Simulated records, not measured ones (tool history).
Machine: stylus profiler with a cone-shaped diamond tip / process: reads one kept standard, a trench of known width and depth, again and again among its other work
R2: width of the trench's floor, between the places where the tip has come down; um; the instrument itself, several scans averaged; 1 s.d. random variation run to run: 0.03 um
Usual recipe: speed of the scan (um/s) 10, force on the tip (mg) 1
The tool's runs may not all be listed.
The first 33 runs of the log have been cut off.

{"run": 34, "hour": 2355.9, "speed of the scan (um/s)": 6, "force on the tip (mg)": 1.41, "depth of the trench (Å)": 5068.9, "R2": 14.96}
{"run": 35, "hour": 2448.1, "speed of the scan (um/s)": 3, "force on the tip (mg)": 0.8, "depth of the trench (Å)": 5053.1, "R2": 14.89}
{"run": 36, "hour": 2518.3, "speed of the scan (um/s)": 3, "force on the tip (mg)": 0.8, "depth of the trench (Å)": 5052.4, "R2": 14.88}
{"run": 37, "hour": 2572.4, "speed of the scan (um/s)": 3, "force on the tip (mg)": 0.8, "depth of the trench (Å)": 5055.8, "R2": 14.91}
{"run": 38, "hour": 2626.0, "speed of the scan (um/s)": 2, "force on the tip (mg)": 1.14, "depth of the trench (Å)": 5065, "R2": 14.88}
{"run": 39, "hour": 2683.1, "speed of the scan (um/s)": 2, "force on the tip (mg)": 0.83, "depth of the trench (Å)": 5058.2, "R2": 14.86}
{"run": 40, "hour": 2767.8, "speed of the scan (um/s)": 10, "force on the tip (mg)": 0.41, "depth of the trench (Å)": 5042.4, "R2": 14.7}
{"run": 41, "hour": 2835.9, "speed of the scan (um/s)": 4, "force on the tip (mg)": 1.54, "depth of the trench (Å)": 5076.6, "R2": 14.84}
{"run": 42, "hour": 2933.7, "speed of the scan (um/s)": 7, "force on the tip (mg)": 2.04, "depth of the trench (Å)": 5089, "R2": 14.81}
{"run": 43, "hour": 3034.4, "speed of the scan (um/s)": 7, "force on the tip (mg)": 2.04, "depth of the trench (Å)": 5088.3, "R2": 14.78}
{"run": 44, "hour": 3088.1, "speed of the scan (um/s)": 10, "force on the tip (mg)": 0.66, "depth of the trench (Å)": 5054.5, "R2": 14.64}
{"run": 45, "hour": 3158.4, "speed of the scan (um/s)": 10, "force on the tip (mg)": 0.66, "depth of the trench (Å)": 5055.8, "R2": 14.7}

Forecast each of these 4 alternatives for the next run:
{"run": "A", "hour": 3225.2, "speed of the scan (um/s)": 10, "force on the tip (mg)": 1.61, "depth of the trench (Å)": "?", "R2": "?"}
{"run": "B", "hour": 3225.2, "speed of the scan (um/s)": 2, "force on the tip (mg)": 0.85, "depth of the trench (Å)": "?", "R2": "?"}
{"run": "C", "hour": 3225.2, "speed of the scan (um/s)": 15, "force on the tip (mg)": 0.66, "depth of the trench (Å)": "?", "R2": "?"}
{"run": "D", "hour": 3225.2, "speed of the scan (um/s)": 13, "force on the tip (mg)": 0.38, "depth of the trench (Å)": "?", "R2": "?"}

run=A depth_of_the_trench_(Å)=5079.5 R2=14.67
run=B depth_of_the_trench_(Å)=5063 R2=14.69
run=C depth_of_the_trench_(Å)=5056.4 R2=14.56
run=D depth_of_the_trench_(Å)=5047.8 R2=14.56
The same runs, with their run-to-run variation unchanged, on a tool lacking any hidden condition would have given:
run=A depth_of_the_trench_(Å)=5052 R2=16.91
run=B depth_of_the_trench_(Å)=5035.7 R2=16.94
run=C depth_of_the_trench_(Å)=5029.1 R2=16.8
run=D depth_of_the_trench_(Å)=5020.6 R2=16.81

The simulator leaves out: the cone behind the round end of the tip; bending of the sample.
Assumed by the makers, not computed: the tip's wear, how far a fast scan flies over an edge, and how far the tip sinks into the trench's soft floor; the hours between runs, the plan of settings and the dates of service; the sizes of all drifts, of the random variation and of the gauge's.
